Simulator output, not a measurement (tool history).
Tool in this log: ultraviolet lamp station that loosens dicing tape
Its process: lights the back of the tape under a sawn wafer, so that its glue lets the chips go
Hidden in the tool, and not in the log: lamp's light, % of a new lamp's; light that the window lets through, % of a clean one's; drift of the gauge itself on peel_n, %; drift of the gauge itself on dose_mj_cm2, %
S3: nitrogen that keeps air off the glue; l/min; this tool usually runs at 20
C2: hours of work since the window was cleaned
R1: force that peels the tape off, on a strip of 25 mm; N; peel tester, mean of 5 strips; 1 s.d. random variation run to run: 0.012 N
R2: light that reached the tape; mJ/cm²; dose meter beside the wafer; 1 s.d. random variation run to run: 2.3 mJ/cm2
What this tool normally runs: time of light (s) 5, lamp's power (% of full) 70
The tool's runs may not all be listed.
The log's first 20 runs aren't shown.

{"run": 21, "hour": 143.2, "time of light (s)": 2, "lamp's power (% of full)": 70, "S3": 20, "hours of work of the lamp": 274, "C2": 260, "R1": 2.796, "R2": 82}
{"run": 22, "hour": 153.1, "time of light (s)": 2, "lamp's power (% of full)": 70, "S3": 20, "hours of work of the lamp": 281, "C2": 267, "R1": 2.953, "R2": 84}
{"run": 23, "hour": 160.0, "time of light (s)": 2, "lamp's power (% of full)": 70, "S3": 20, "hours of work of the lamp": 286, "C2": 272, "R1": 2.807, "R2": 85}
{"run": 24, "hour": 170.9, "time of light (s)": 2, "lamp's power (% of full)": 70, "S3": 20, "hours of work of the lamp": 294, "C2": 280, "R1": 2.754, "R2": 85}
{"run": 25, "hour": 178.1, "time of light (s)": 2, "lamp's power (% of full)": 70, "S3": 20, "hours of work of the lamp": 299, "C2": 285, "R1": 2.791, "R2": 86}
{"run": 26, "hour": 185.5, "time of light (s)": 2, "lamp's power (% of full)": 70, "S3": 20, "hours of work of the lamp": 304, "C2": 291, "R1": 2.921, "R2": 85}
{"run": 27, "hour": 194.3, "time of light (s)": 2, "lamp's power (% of full)": 70, "S3": 20, "hours of work of the lamp": 311, "C2": 297, "R1": 2.902, "R2": 82}
{"run": 28, "hour": 198.9, "time of light (s)": 2, "lamp's power (% of full)": 70, "S3": 20, "hours of work of the lamp": 314, "C2": 300, "R1": 2.959, "R2": 81}
{"run": 29, "hour": 207.8, "time of light (s)": 3, "lamp's power (% of full)": 70, "S3": 40, "hours of work of the lamp": 321, "C2": 307, "R1": 1.273, "R2": 125}
{"run": 30, "hour": 216.0, "time of light (s)": 3, "lamp's power (% of full)": 88, "S3": 7, "hours of work of the lamp": 327, "C2": 313, "R1": 1.575, "R2": 155}
{"run": 31, "hour": 222.7, "time of light (s)": 5, "lamp's power (% of full)": 70, "S3": 23, "hours of work of the lamp": 332, "C2": 318, "R1": 0.544, "R2": 208}
{"run": 32, "hour": 229.6, "time of light (s)": 3, "lamp's power (% of full)": 63, "S3": 10, "hours of work of the lamp": 337, "C2": 323, "R1": 2.346, "R2": 111}
{"run": 33, "hour": 234.3, "time of light (s)": 5, "lamp's power (% of full)": 70, "S3": 26, "hours of work of the lamp": 340, "C2": 326, "R1": 0.519, "R2": 217}
{"run": 34, "hour": 238.9, "time of light (s)": 3, "lamp's power (% of full)": 70, "S3": 20, "hours of work of the lamp": 344, "C2": 330, "R1": 1.545, "R2": 128}
{"run": 35, "hour": 246.3, "time of light (s)": 3, "lamp's power (% of full)": 70, "S3": 20, "hours of work of the lamp": 349, "C2": 335, "R1": 1.555, "R2": 127}
{"run": 36, "hour": 252.1, "time of light (s)": 7, "lamp's power (% of full)": 87, "S3": 25, "hours of work of the lamp": 353, "C2": 339, "R1": 0.221, "R2": 370}
{"run": 37, "hour": 258.1, "time of light (s)": 10, "lamp's power (% of full)": 60, "S3": 20, "hours of work of the lamp": 358, "C2": 344, "R1": 0.237, "R2": 365}
{"run": 38, "hour": 267.0, "time of light (s)": 4, "lamp's power (% of full)": 100, "S3": 8, "hours of work of the lamp": 364, "C2": 350, "R1": 0.641, "R2": 238}
{"run": 39, "hour": 273.5, "time of light (s)": 4, "lamp's power (% of full)": 100, "S3": 8, "hours of work of the lamp": 369, "C2": 355, "R1": 0.652, "R2": 239}
{"run": 40, "hour": 280.5, "time of light (s)": 3, "lamp's power (% of full)": 89, "S3": 22, "hours of work of the lamp": 374, "C2": 360, "R1": 0.986, "R2": 160}
{"run": 41, "hour": 287.4, "time of light (s)": 10, "lamp's power (% of full)": 94, "S3": 7, "hours of work of the lamp": 379, "C2": 365, "R1": 0.213, "R2": 576}
{"run": 42, "hour": 292.4, "time of light (s)": 10, "lamp's power (% of full)": 94, "S3": 7, "hours of work of the lamp": 383, "C2": 369, "R1": 0.205, "R2": 570}

Run 43, settings as shown, results not yet in. Your forecast:
{"run": 43, "hour": 299.8, "time of light (s)": 10, "lamp's power (% of full)": 94, "S3": 7, "hours of work of the lamp": 388, "C2": 374, "R1": "?", "R2": "?"}

{"run 43": {"R1": 0.208, "R2": 576}}
With the hidden condition absent and the run-to-run variation left alone, this run would have shown R1 0.208 N, R2 577 mJ/cm².
